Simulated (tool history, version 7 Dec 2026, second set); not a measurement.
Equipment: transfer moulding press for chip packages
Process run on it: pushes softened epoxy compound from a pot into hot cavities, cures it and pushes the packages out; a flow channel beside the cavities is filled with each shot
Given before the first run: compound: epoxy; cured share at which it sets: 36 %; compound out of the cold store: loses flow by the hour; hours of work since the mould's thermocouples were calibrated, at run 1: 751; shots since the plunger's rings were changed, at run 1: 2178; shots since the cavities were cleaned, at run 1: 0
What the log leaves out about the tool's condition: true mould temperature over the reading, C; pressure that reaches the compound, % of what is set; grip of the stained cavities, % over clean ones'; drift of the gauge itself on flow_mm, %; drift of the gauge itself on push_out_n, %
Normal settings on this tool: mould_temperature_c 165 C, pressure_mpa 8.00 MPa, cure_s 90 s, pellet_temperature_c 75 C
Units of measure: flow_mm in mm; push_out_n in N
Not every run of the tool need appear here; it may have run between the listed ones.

| run | hour | mould_temperature_c | pressure_mpa | cure_s | pellet_temperature_c | hours of work since the mould's thermocouples were calibrated | shots since the plunger's rings were changed | shots since the cavities were cleaned | incoming compound's hours out of the cold store | flow_mm | push_out_n |
|---|---|---|---|---|---|---|---|---|---|---|---|
| 1 | 0.0 | 165 | 8.00 | 90 | 75 | 751 | 2178 | 0 | 20.1 | 644 | 455 |
| 2 | 22.1 | 165 | 8.00 | 90 | 75 | 767 | 2506 | 328 | 40.5 | 574 | 454 |
|  | 32.4 | mould's thermocouples calibrated |
| 3 | 49.0 | 165 | 8.00 | 90 | 75 | 12 | 2876 | 698 | 46.2 | 556 | 427 |
|  | 60.8 | cavities cleaned with cleaning compound and waxed |
| 4 | 73.2 | 165 | 8.00 | 90 | 75 | 28 | 3214 | 184 | 44.5 | 563 | 437 |
| 5 | 110.4 | 165 | 8.00 | 90 | 75 | 55 | 3766 | 736 | 35.9 | 590 | 459 |
|  | 121.8 | cavities cleaned with cleaning compound and waxed |
| 6 | 129.1 | 171 | 8.00 | 90 | 75 | 67 | 4021 | 108 | 43.9 | 540 | 372 |
| 7 | 156.1 | 159 | 8.00 | 90 | 75 | 87 | 4423 | 510 | 25.8 | 654 | 696 |
| 8 | 178.6 | 159 | 8.00 | 90 | 75 | 103 | 4757 | 844 | 40.3 | 603 | 640 |
|  | 183.9 | plunger's sealing rings changed |
|  | 185.4 | cavities cleaned with cleaning compound and waxed |
| 9 | 202.2 | 165 | 8.00 | 90 | 75 | 117 | 249 | 249 | 22.5 | 638 | 436 |
| 10 | 235.8 | 165 | 8.00 | 90 | 75 | 141 | 748 | 748 | 15.6 | 662 | 451 |
|  | 244.3 | cavities cleaned with cleaning compound and waxed |
| 11 | 261.1 | 165 | 8.00 | 90 | 75 | 159 | 1102 | 250 | 23.1 | 634 | 438 |
| 12 | 285.3 | 165 | 8.00 | 90 | 78 | 176 | 1461 | 609 | 29.9 | 609 | 442 |
|  | 305.5 | cavities cleaned with cleaning compound and waxed |
| 13 | 306.3 | 165 | 8.00 | 90 | 78 | 190 | 1752 | 13 | 46.2 | 562 | 422 |
| 14 | 339.6 | 165 | 8.00 | 90 | 78 | 214 | 2246 | 507 | 38.0 | 586 | 442 |
|  | 364.7 | cavities cleaned with cleaning compound and waxed |
| 15 | 372.1 | 165 | 9.96 | 90 | 75 | 236 | 2706 | 109 | 32.8 | 671 | 441 |
| 16 | 404.0 | 165 | 9.96 | 114 | 75 | 259 | 3180 | 583 | 42.5 | 635 | 359 |
|  | 424.1 | cavities cleaned with cleaning compound and waxed |
| 17 | 435.6 | 165 | 9.96 | 114 | 75 | 281 | 3628 | 172 | 35.2 | 659 | 386 |
| 18 | 457.3 | 170 | 6.96 | 93 | 67 | 297 | 3951 | 495 | 41.6 | 517 | 377 |
|  | 484.4 | cavities cleaned with cleaning compound and waxed |
| 19 | 490.2 | 170 | 6.96 | 93 | 70 | 319 | 4416 | 86 | 34.0 | 538 | 370 |
| 20 | 510.9 | 165 | 8.00 | 89 | 72 | 334 | 4723 | 393 | 36.2 | 587 | 417 |
|  | 518.7 | plunger's sealing rings changed |
|  | 546.4 | cavities cleaned with cleaning compound and waxed |
| 21 | 546.4 | 165 | 8.00 | 89 | 72 | 357 | 390 | 0 | 43.7 | 565 | 434 |
| 22 | 565.2 | 165 | 8.00 | 89 | 72 | 370 | 669 | 279 | 47.3 | 554 | 444 |
| 23 | 602.2 | 160 | 8.00 | 117 | 75 | 397 | 1219 | 829 | 47.8 | 573 | 396 |
|  | 605.9 | cavities cleaned with cleaning compound and waxed |
| 24 | 638.8 | 160 | 8.00 | 117 | 75 | 422 | 1740 | 488 | 24.5 | 661 | 438 |
|  | 664.9 | cavities cleaned with cleaning compound and waxed |
| 25 | 675.3 | 165 | 9.02 | 77 | 75 | 447 | 2260 | 154 | 15.5 | 708 | 578 |
| 26 | 703.5 | 165 | 8.00 | 129 | 85 | 468 | 2679 | 573 | 45.0 | 558 | 368 |
|  | 725.8 | cavities cleaned with cleaning compound and waxed |
| 27 | 742.5 | 165 | 8.00 | 129 | 85 | 495 | 3236 | 247 | 43.0 | 566 | 362 |
| 28 | 767.2 | 158 | 8.76 | 75 | 75 | 513 | 3604 | 615 | 10.0 | 759 | 1197 |
|  | 786.0 | cavities cleaned with cleaning compound and waxed |
| 29 | 796.2 | 159 | 6.11 | 75 | 82 | 532 | 4012 | 152 | 34.4 | 545 | 887 |

Each run again, without the hidden state but with its own random variation kept:
| run | push_out_n |
|---|---|
| 1 | 455 |
| 2 | 450 |
| 3 | 421 |
| 4 | 435 |
| 5 | 453 |
| 6 | 370 |
| 7 | 688 |
| 8 | 632 |
| 9 | 433 |
| 10 | 446 |
| 11 | 435 |
| 12 | 437 |
| 13 | 421 |
| 14 | 437 |
| 15 | 439 |
| 16 | 355 |
| 17 | 385 |
| 18 | 373 |
| 19 | 369 |
| 20 | 412 |
| 21 | 433 |
| 22 | 440 |
| 23 | 390 |
| 24 | 433 |
| 25 | 575 |
| 26 | 364 |
| 27 | 360 |
| 28 | 1182 |
| 29 | 882 |
flow_mm: within 1 mm of the measured result in every run.
